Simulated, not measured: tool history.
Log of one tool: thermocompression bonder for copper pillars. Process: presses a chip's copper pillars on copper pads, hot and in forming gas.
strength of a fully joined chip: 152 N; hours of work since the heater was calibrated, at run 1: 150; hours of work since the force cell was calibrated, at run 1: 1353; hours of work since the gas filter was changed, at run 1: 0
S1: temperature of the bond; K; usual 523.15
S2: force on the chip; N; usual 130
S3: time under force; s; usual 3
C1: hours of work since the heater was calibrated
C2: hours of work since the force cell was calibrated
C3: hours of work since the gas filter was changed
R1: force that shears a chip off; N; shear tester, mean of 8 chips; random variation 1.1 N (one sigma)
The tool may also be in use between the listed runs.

run	hour	S1	S2	S3	C1	C2	C3	R1
1	0	523.15	130	3	150	1353	0	100.5
2	61.2	523.15	130	3	185	1389	35	100.8
3	90.7	523.15	130	3	202	1406	52	98.1
4	137.1	523.15	130	3	229	1432	79	97.9
5	187.2	523.15	130	3	258	1461	108	98
6	250.5	523.15	130	3	294	1498	144	95.9
# hour 292.2: forming gas filter changed
7	302.1	523.15	130	4	323	1527	6	112
8	364	523.15	130	4	359	1563	41	110.9
9	403.9	523.15	130	4	382	1586	64	113.3
10	444.4	523.15	130	3	405	1609	88	104.5
# hour 476.2: force cell calibrated
11	504.6	523.15	130	3	439	16	121	101.4
12	557.1	523.15	130	3	469	47	152	99.2
# hour 588: forming gas filter changed
13	597	523.15	130	3	492	69	5	111.8
14	631.8	523.15	130	3	512	89	25	108.5
# hour 641.5: force cell calibrated, once more
# hour 689.6: heater calibrated with a thermocouple chip
15	694.2	523.15	130	3	3	29	59	92.5
16	747.1	523.15	130	3	33	60	90	92.6
17	789.8	523.15	130	3	58	84	114	91
18	836.5	523.15	130	3	85	111	141	92.6
# hour 883.5: forming gas filter changed
19	894.5	538.15	85	3	118	144	6	92.3
20	921.7	538.15	117	2	133	160	22	95.7
21	982.1	538.15	117	2	168	195	57	93.6
22	1037	499.15	130	5	200	226	88	86.9
23	1098.4	499.15	130	5	235	262	124	88.4
24	1126.8	499.15	130	5	251	278	140	89.8
25	1158.4	534.15	151	3	270	296	158	106.7
# hour 1175.5: forming gas filter changed
26	1199.3	532.15	154	2	293	319	14	106.1
27	1241.7	523.15	172	3	317	344	38	111.4
28	1285.3	523.15	83	2	342	369	63	70.8
29	1344.9	519.15	167	4	377	403	98	111.7
30	1387.1	535.15	167	8	401	428	122	132.8
31	1447.1	535.15	167	8	436	462	156	134.1
# hour 1465.9: forming gas filter changed
32	1490.9	535.15	167	8	460	487	14	142.1
33	1522.3	498.15	130	3	479	505	32	81.9
34	1551.7	533.15	135	5	495	522	49	121.9

Forecast each of these 3 alternatives for the next run:
A	1605	496.15	143	3	526	553	80	?
B	1605	535.15	140	8	526	553	80	?
C	1605	523.15	140	3	526	553	80	?

run	R1
A	84.1
B	132.6
C	104.2
Without the tool's hidden state the same runs would have given:
run	R1
A	77
B	132.3
C	98.8
